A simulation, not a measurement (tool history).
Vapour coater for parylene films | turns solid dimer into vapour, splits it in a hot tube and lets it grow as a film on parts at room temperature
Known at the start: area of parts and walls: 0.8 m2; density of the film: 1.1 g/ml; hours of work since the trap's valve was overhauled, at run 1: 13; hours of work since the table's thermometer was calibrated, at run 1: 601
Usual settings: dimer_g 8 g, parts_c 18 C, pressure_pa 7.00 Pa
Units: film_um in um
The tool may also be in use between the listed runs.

| run | hour | dimer_g | parts_c | pressure_pa | hours of work since the trap's valve was overhauled | hours of work since the table's thermometer was calibrated | film_um |
|---|---|---|---|---|---|---|---|
| 1 | 0.0 | 8 | 18 | 7.00 | 13 | 601 | 5.95 |
| 2 | 22.6 | 8 | 18 | 10.02 | 27 | 615 | 5.50 |
| 3 | 59.9 | 8 | 18 | 7.00 | 49 | 637 | 5.87 |
| 4 | 95.1 | 8 | 18 | 7.00 | 70 | 658 | 5.79 |
| 5 | 145.1 | 8 | 18 | 7.00 | 99 | 687 | 5.67 |
| 6 | 194.1 | 8 | 18 | 7.00 | 128 | 716 | 5.67 |
| 7 | 218.7 | 8 | 18 | 7.00 | 143 | 731 | 5.59 |
| 8 | 265.0 | 8 | 18 | 7.00 | 170 | 758 | 5.37 |
| 9 | 292.1 | 6 | 18 | 7.00 | 186 | 774 | 4.03 |
| 10 | 328.7 | 6 | 26 | 7.00 | 208 | 796 | 3.50 |
| 11 | 373.1 | 6 | 26 | 7.00 | 234 | 822 | 3.38 |
| 12 | 417.3 | 8 | 18 | 7.00 | 260 | 848 | 5.14 |
|  | 437.7 | trap's valve overhauled |
| 13 | 467.6 | 8 | 18 | 7.00 | 18 | 876 | 5.98 |
| 14 | 515.0 | 8 | 18 | 9.46 | 46 | 904 | 5.45 |
| 15 | 547.9 | 8 | 18 | 2.10 | 65 | 923 | 7.54 |
| 16 | 593.8 | 8 | 12 | 2.10 | 92 | 950 | 8.12 |
| 17 | 639.0 | 8 | 12 | 2.10 | 119 | 977 | 8.06 |
| 18 | 666.1 | 8 | 21 | 7.00 | 135 | 993 | 5.27 |
| 19 | 706.5 | 8 | 20 | 7.00 | 159 | 1017 | 5.28 |
| 20 | 730.3 | 8 | 20 | 7.00 | 173 | 1031 | 5.19 |
| 21 | 751.1 | 8 | 20 | 7.00 | 185 | 1043 | 5.12 |
| 22 | 796.1 | 8 | 20 | 7.00 | 212 | 1070 | 5.09 |
| 23 | 831.7 | 8 | 20 | 7.00 | 233 | 1091 | 4.97 |
|  | 837.3 | table's thermometer calibrated |
| 24 | 863.5 | 8 | 20 | 7.00 | 251 | 16 | 4.89 |
|  | 900.1 | trap's valve overhauled |
| 25 | 903.6 | 8 | 26 | 8.70 | 2 | 37 | 4.90 |
| 26 | 936.1 | 9 | 18 | 3.14 | 21 | 56 | 7.84 |
| 27 | 966.6 | 8 | 12 | 2.59 | 39 | 74 | 7.89 |
|  | 987.9 | table's thermometer calibrated, once more |
| 28 | 1013.5 | 8 | 12 | 5.92 | 67 | 15 | 6.81 |
| 29 | 1058.1 | 4 | 13 | 2.48 | 93 | 42 | 3.92 |
| 30 | 1084.5 | 4 | 18 | 4.48 | 109 | 57 | 3.16 |
| 31 | 1106.0 | 8 | 20 | 6.49 | 121 | 70 | 5.61 |
| 32 | 1131.6 | 12 | 18 | 7.00 | 136 | 85 | 8.55 |
| 33 | 1165.0 | 8 | 18 | 7.71 | 156 | 105 | 5.54 |
| 34 | 1197.6 | 8 | 18 | 4.25 | 175 | 124 | 6.06 |
| 35 | 1245.1 | 5 | 28 | 4.25 | 204 | 152 | 3.26 |
| 36 | 1280.3 | 6 | 21 | 2.22 | 224 | 173 | 4.89 |
| 37 | 1320.8 | 13 | 15 | 5.54 | 248 | 197 | 9.32 |
| 38 | 1345.7 | 13 | 15 | 5.54 | 263 | 212 | 9.28 |
|  | 1363.9 | trap's valve overhauled |
| 39 | 1389.4 | 10 | 15 | 8.18 | 15 | 235 | 7.52 |
| 40 | 1434.1 | 10 | 15 | 8.18 | 42 | 262 | 7.45 |
| 41 | 1457.4 | 10 | 15 | 4.51 | 55 | 275 | 8.55 |
| 42 | 1492.0 | 9 | 15 | 4.51 | 76 | 296 | 7.52 |
| 43 | 1518.7 | 9 | 15 | 4.51 | 92 | 312 | 7.55 |
| 44 | 1547.3 | 4 | 12 | 8.02 | 109 | 329 | 3.05 |
| 45 | 1583.7 | 8 | 20 | 10.57 | 130 | 350 | 5.02 |
| 46 | 1609.1 | 8 | 20 | 10.57 | 145 | 365 | 4.96 |
| 47 | 1641.1 | 8 | 18 | 7.94 | 164 | 384 | 5.24 |

Forecast each of these 3 alternatives for the next run:
| A | 1682.5 | 8 | 18 | 9.09 | 189 | 409 | ? |
| B | 1682.5 | 6 | 18 | 7.00 | 189 | 409 | ? |
| C | 1682.5 | 4 | 18 | 6.55 | 189 | 409 | ? |

| run | film_um |
|---|---|
| A | 5.13 |
| B | 4.05 |
| C | 2.71 |
Without the tool's hidden state the same runs would have given:
| run | film_um |
|---|---|
| A | 5.82 |
| B | 4.60 |
| C | 3.08 |
